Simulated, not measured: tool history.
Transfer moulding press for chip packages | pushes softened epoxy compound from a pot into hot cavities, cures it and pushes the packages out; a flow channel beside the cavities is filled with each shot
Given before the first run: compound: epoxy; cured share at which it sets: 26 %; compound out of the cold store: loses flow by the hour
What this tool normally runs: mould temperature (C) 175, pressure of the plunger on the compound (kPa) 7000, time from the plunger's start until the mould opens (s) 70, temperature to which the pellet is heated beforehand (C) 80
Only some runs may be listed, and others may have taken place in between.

run,hour,mould temperature (C),pressure of the plunger on the compound (kPa),time from the plunger's start until the mould opens (s),temperature to which the pellet is heated beforehand (C),incoming compound's hours out of the cold store,length that the compound runs in the flow channel (mm),greatest force on the pins that push the packages out (N)
1,0.0,175,7000,70,80,32.8,919.9,569
# hour 9.1: cavities cleaned with cleaning compound and waxed
# hour 57.5: cavities cleaned with cleaning compound and waxed
2,57.5,175,7000,70,80,19.6,948.2,327
# hour 102.5: cavities cleaned with cleaning compound and waxed
3,118.2,175,7000,70,80,28.4,917.2,436
# hour 145.3: cavities cleaned with cleaning compound and waxed
# hour 162.0: plunger's sealing rings changed
4,177.2,175,7000,70,80,21.2,947.4,542
# hour 191.3: cavities cleaned with cleaning compound and waxed
# hour 237.2: cavities cleaned with cleaning compound and waxed
5,237.2,175,7000,70,80,22.4,937.5,342
# hour 287.4: cavities cleaned with cleaning compound and waxed
6,309.7,175,7000,70,80,41.5,881.8,471
# hour 321.6: plunger's sealing rings changed
# hour 337.1: cavities cleaned with cleaning compound and waxed
# hour 380.0: cavities cleaned with cleaning compound and waxed
7,391.4,175,7000,70,80,26.0,932.4,454
# hour 427.9: cavities cleaned with cleaning compound and waxed
# hour 475.9: cavities cleaned with cleaning compound and waxed
8,477.5,175,7000,70,80,8.2,965.1,363
# hour 483.5: plunger's sealing rings changed
# hour 499.8: mould's thermocouples calibrated
# hour 526.5: cavities cleaned with cleaning compound and waxed
9,565.5,175,7000,70,80,36.5,901.3,585
# hour 571.2: cavities cleaned with cleaning compound and waxed
# hour 619.8: cavities cleaned with cleaning compound and waxed
# hour 645.0: plunger's sealing rings changed
10,645.0,175,7000,70,80,30.9,927.0,553
# hour 670.6: cavities cleaned with cleaning compound and waxed
# hour 687.5: mould's thermocouples calibrated, once more
11,687.9,175,7000,70,80,36.5,902.0,440
# hour 721.9: cavities cleaned with cleaning compound and waxed
12,742.4,175,7000,70,80,15.4,950.7,485
# hour 768.1: cavities cleaned with cleaning compound and waxed
13,784.1,175,7000,70,80,30.5,908.1,440
# hour 809.6: plunger's sealing rings changed
# hour 815.9: cavities cleaned with cleaning compound and waxed
14,842.8,175,7000,81,80,31.1,918.5,380
# hour 863.6: cavities cleaned with cleaning compound and waxed
15,903.7,172,7000,70,80,11.3,970.8,701
# hour 911.7: cavities cleaned with cleaning compound and waxed
# hour 960.5: cavities cleaned with cleaning compound and waxed
# hour 973.4: plunger's sealing rings changed
16,987.9,172,7000,70,80,38.4,911.3,623
# hour 1010.8: cavities cleaned with cleaning compound and waxed
# hour 1059.1: cavities cleaned with cleaning compound and waxed
17,1061.3,172,7000,70,80,45.3,886.3,402
# hour 1105.9: cavities cleaned with cleaning compound and waxed
18,1119.6,183,7680,61,76,12.8,980.2,400
# hour 1137.7: plunger's sealing rings changed
# hour 1151.9: cavities cleaned with cleaning compound and waxed
19,1184.1,175,6030,72,80,32.6,852.7,522
# hour 1201.9: cavities cleaned with cleaning compound and waxed
# hour 1248.6: cavities cleaned with cleaning compound and waxed
20,1260.5,176,7000,70,86,8.1,967.1,406
# hour 1297.3: plunger's sealing rings changed
# hour 1298.8: cavities cleaned with cleaning compound and waxed
21,1331.4,176,7000,70,86,11.9,970.0,485
# hour 1345.0: cavities cleaned with cleaning compound and waxed
22,1376.1,175,7000,78,76,18.7,949.5,449
# hour 1389.5: cavities cleaned with cleaning compound and waxed
23,1427.4,175,7000,84,74,15.6,951.6,422
# hour 1435.8: cavities cleaned with cleaning compound and waxed
# hour 1462.3: plunger's sealing rings changed
24,1469.9,181,8180,57,80,29.4,988.3,681

4 options for the next run, each taken on its own from the tool as it stands now. Forecast them:
# hour 1482.5: cavities cleaned with cleaning compound and waxed
# hour 1528.2: cavities cleaned with cleaning compound and waxed
A,1549.0,177,8510,57,80,33.1,?,?
# hour 1482.5: cavities cleaned with cleaning compound and waxed
# hour 1528.2: cavities cleaned with cleaning compound and waxed
B,1549.0,175,8700,85,80,26.1,?,?
# hour 1482.5: cavities cleaned with cleaning compound and waxed
# hour 1528.2: cavities cleaned with cleaning compound and waxed
C,1549.0,172,6700,57,84,10.4,?,?
# hour 1482.5: cavities cleaned with cleaning compound and waxed
# hour 1528.2: cavities cleaned with cleaning compound and waxed
D,1549.0,175,5480,81,80,15.1,?,?

run,length that the compound runs in the flow channel (mm),greatest force on the pins that push the packages out (N)
A,994.3,776
B,1033.2,338
C,952.3,1076
D,844.9,372
Without the tool's unlogged condition, the same runs would have read:
run,length that the compound runs in the flow channel (mm),greatest force on the pins that push the packages out (N)
A,1007.3,471
B,1046.6,213
C,964.5,661
D,855.8,231
